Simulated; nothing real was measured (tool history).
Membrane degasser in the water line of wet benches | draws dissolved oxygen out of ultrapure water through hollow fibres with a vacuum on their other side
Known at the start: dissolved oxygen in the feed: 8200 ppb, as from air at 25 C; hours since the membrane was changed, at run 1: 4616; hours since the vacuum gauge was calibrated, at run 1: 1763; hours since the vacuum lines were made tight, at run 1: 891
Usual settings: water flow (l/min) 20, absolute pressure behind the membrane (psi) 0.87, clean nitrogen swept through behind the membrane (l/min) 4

| run | hour | water flow (l/min) | absolute pressure behind the membrane (psi) | clean nitrogen swept through behind the membrane (l/min) | hours since the membrane was changed | hours since the vacuum gauge was calibrated | hours since the vacuum lines were made tight | dissolved oxygen in the water behind the degasser (ppb) | pressure that the water loses in the fibres (psi) |
|---|---|---|---|---|---|---|---|---|---|
| 1 | 0 | 20 | 0.87 | 4 | 4616 | 1763 | 891 | 38.9 | 5.862 |
| 2 | 150.8 | 20 | 0.87 | 4 | 4767 | 1914 | 1042 | 39.8 | 5.873 |
| 3 | 299.6 | 20 | 0.87 | 4 | 4916 | 2063 | 1191 | 40 | 5.951 |
| 4 | 503.2 | 20 | 0.87 | 4 | 5119 | 2266 | 1394 | 39.4 | 5.873 |
| 5 | 652.7 | 20 | 0.87 | 4 | 5269 | 2416 | 1544 | 39.1 | 5.947 |
| 6 | 866.1 | 18 | 0.87 | 4 | 5482 | 2629 | 1757 | 34.7 | 5.323 |
| 7 | 1085.2 | 20 | 0.87 | 4 | 5701 | 2848 | 1977 | 40.5 | 5.978 |
| 8 | 1259.3 | 20 | 0.87 | 4 | 5876 | 3022 | 2151 | 40.6 | 6.006 |
| 9 | 1398.7 | 20 | 0.87 | 4 | 6015 | 3162 | 2290 | 41.2 | 6.019 |
| 10 | 1543.9 | 20 | 0.87 | 4 | 6160 | 3307 | 2435 | 40.6 | 5.973 |
| 11 | 1721.6 | 20 | 0.87 | 4 | 6338 | 3485 | 2613 | 41 | 6.06 |
| 12 | 1935.9 | 20 | 0.87 | 4 | 6552 | 3699 | 2827 | 41.4 | 6.084 |
| 13 | 2091.2 | 20 | 0.87 | 4.73 | 6707 | 3854 | 2983 | 36.6 | 6.076 |
| 14 | 2236.4 | 20 | 0.87 | 4.73 | 6853 | 3999 | 3128 | 36.4 | 6.081 |
| 15 | 2337.7 | 20 | 0.87 | 4.73 | 6954 | 4101 | 3229 | 36.8 | 6.07 |
| 16 | 2518.7 | 20 | 0.87 | 4 | 7135 | 4282 | 3410 | 42 | 6.064 |
| 17 | 2625.2 | 20 | 0.87 | 4 | 7241 | 4388 | 3516 | 42.4 | 6.063 |
| 18 | 2786.2 | 20 | 0.87 | 4 | 7402 | 4549 | 3677 | 42.2 | 6.035 |
| 19 | 2939.2 | 14 | 1.224 | 1.76 | 7555 | 4702 | 3830 | 107.2 | 4.318 |
| 20 | 3100.3 | 20 | 0.921 | 3.65 | 7717 | 4863 | 3992 | 51.1 | 6.093 |
| 21 | 3205.2 | 22 | 0.992 | 5.05 | 7821 | 4968 | 4097 | 50.3 | 6.785 |
| 22 | 3331.7 | 30 | 0.801 | 4 | 7948 | 5095 | 4223 | 76.9 | 9.188 |
| 23 | 3523 | 30 | 0.801 | 4 | 8139 | 5286 | 4414 | 77.7 | 9.309 |
| 24 | 3719.3 | 32 | 1.949 | 4 | 8336 | 5482 | 4611 | 236.7 | 9.918 |

Run 25 comes next. What will it give?
| 25 | 3923.9 | 16 | 0.75 | 4 | 8540 | 5687 | 4815 | ? | ? |

{"run 25": {"dissolved oxygen in the water behind the degasser (ppb)": 25, "pressure that the water loses in the fibres (psi)": 4.952}}
Without the tool's hidden state the same run would have given dissolved oxygen in the water behind the degasser (ppb) 20.1, pressure that the water loses in the fibres (psi) 4.44.

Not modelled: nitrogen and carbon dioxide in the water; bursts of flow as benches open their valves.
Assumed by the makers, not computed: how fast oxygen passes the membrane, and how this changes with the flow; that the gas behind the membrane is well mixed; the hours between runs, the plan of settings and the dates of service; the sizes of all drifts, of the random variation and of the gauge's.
